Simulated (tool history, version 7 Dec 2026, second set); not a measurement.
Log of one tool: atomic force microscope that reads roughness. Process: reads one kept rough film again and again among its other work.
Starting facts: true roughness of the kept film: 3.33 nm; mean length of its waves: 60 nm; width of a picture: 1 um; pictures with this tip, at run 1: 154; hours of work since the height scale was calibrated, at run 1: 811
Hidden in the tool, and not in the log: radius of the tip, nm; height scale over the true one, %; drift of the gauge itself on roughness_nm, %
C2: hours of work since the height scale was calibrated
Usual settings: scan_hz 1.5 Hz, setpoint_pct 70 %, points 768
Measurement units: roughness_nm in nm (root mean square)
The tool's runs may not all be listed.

{"run": 1, "hour": 0.0, "scan_hz": 1.5, "setpoint_pct": 70, "points": 768, "pictures with this tip": 154, "C2": 811, "roughness_nm": 2.853}
{"run": 2, "hour": 16.1, "scan_hz": 1.5, "setpoint_pct": 70, "points": 312, "pictures with this tip": 170, "C2": 820, "roughness_nm": 2.827}
{"run": 3, "hour": 50.0, "scan_hz": 1.5, "setpoint_pct": 70, "points": 312, "pictures with this tip": 203, "C2": 839, "roughness_nm": 2.791}
{"run": 4, "hour": 73.9, "scan_hz": 1.5, "setpoint_pct": 70, "points": 312, "pictures with this tip": 226, "C2": 852, "roughness_nm": 2.774}
{"run": 5, "hour": 104.9, "scan_hz": 1.5, "setpoint_pct": 70, "points": 312, "pictures with this tip": 255, "C2": 869, "roughness_nm": 2.754}
{"hour": 129.5, "done": "new tip fitted"}
{"run": 6, "hour": 132.7, "scan_hz": 1.5, "setpoint_pct": 70, "points": 374, "pictures with this tip": 3, "C2": 884, "roughness_nm": 2.973}
{"run": 7, "hour": 159.2, "scan_hz": 1.5, "setpoint_pct": 70, "points": 374, "pictures with this tip": 28, "C2": 898, "roughness_nm": 2.925}
{"run": 8, "hour": 193.9, "scan_hz": 1.5, "setpoint_pct": 70, "points": 374, "pictures with this tip": 62, "C2": 917, "roughness_nm": 2.905}
{"run": 9, "hour": 219.6, "scan_hz": 1.5, "setpoint_pct": 70, "points": 374, "pictures with this tip": 87, "C2": 931, "roughness_nm": 2.872}
{"run": 10, "hour": 256.4, "scan_hz": 1.5, "setpoint_pct": 70, "points": 374, "pictures with this tip": 122, "C2": 951, "roughness_nm": 2.869}
{"hour": 260.7, "done": "height scale calibrated on a step standard"}
{"run": 11, "hour": 279.9, "scan_hz": 1.5, "setpoint_pct": 88, "points": 1008, "pictures with this tip": 144, "C2": 11, "roughness_nm": 2.588}
{"run": 12, "hour": 307.3, "scan_hz": 1.5, "setpoint_pct": 88, "points": 1008, "pictures with this tip": 170, "C2": 25, "roughness_nm": 2.587}
{"run": 13, "hour": 341.7, "scan_hz": 1.5, "setpoint_pct": 89, "points": 473, "pictures with this tip": 203, "C2": 44, "roughness_nm": 2.544}
{"run": 14, "hour": 376.2, "scan_hz": 3.87, "setpoint_pct": 89, "points": 325, "pictures with this tip": 237, "C2": 63, "roughness_nm": 2.042}
{"run": 15, "hour": 396.5, "scan_hz": 1.96, "setpoint_pct": 72, "points": 583, "pictures with this tip": 256, "C2": 74, "roughness_nm": 2.69}
{"hour": 415.5, "done": "height scale calibrated on a step standard, once more"}
{"hour": 419.5, "done": "new tip fitted"}
{"run": 16, "hour": 432.8, "scan_hz": 1.5, "setpoint_pct": 88, "points": 433, "pictures with this tip": 13, "C2": 9, "roughness_nm": 2.738}
{"run": 17, "hour": 456.2, "scan_hz": 1.5, "setpoint_pct": 88, "points": 433, "pictures with this tip": 35, "C2": 22, "roughness_nm": 2.698}
{"run": 18, "hour": 485.1, "scan_hz": 1.5, "setpoint_pct": 57, "points": 271, "pictures with this tip": 63, "C2": 38, "roughness_nm": 3.08}
{"run": 19, "hour": 514.6, "scan_hz": 0.59, "setpoint_pct": 56, "points": 396, "pictures with this tip": 92, "C2": 54, "roughness_nm": 3.074}
{"run": 20, "hour": 543.5, "scan_hz": 1.5, "setpoint_pct": 86, "points": 844, "pictures with this tip": 119, "C2": 70, "roughness_nm": 2.71}

Predict each of these 3 candidate next runs independently; none follows another, all start after run 20:
{"run": "A", "hour": 569.2, "scan_hz": 3.98, "setpoint_pct": 75, "points": 511, "pictures with this tip": 144, "C2": 84, "roughness_nm": "?"}
{"run": "B", "hour": 569.2, "scan_hz": 1.2, "setpoint_pct": 67, "points": 680, "pictures with this tip": 144, "C2": 84, "roughness_nm": "?"}
{"run": "C", "hour": 569.2, "scan_hz": 1.66, "setpoint_pct": 79, "points": 844, "pictures with this tip": 144, "C2": 84, "roughness_nm": "?"}

run=A roughness_nm=2.475
run=B roughness_nm=2.95
run=C roughness_nm=2.745
With no hidden state in the tool, these same runs would have given:
run=A roughness_nm=2.58
run=B roughness_nm=3.074
run=C roughness_nm=2.861
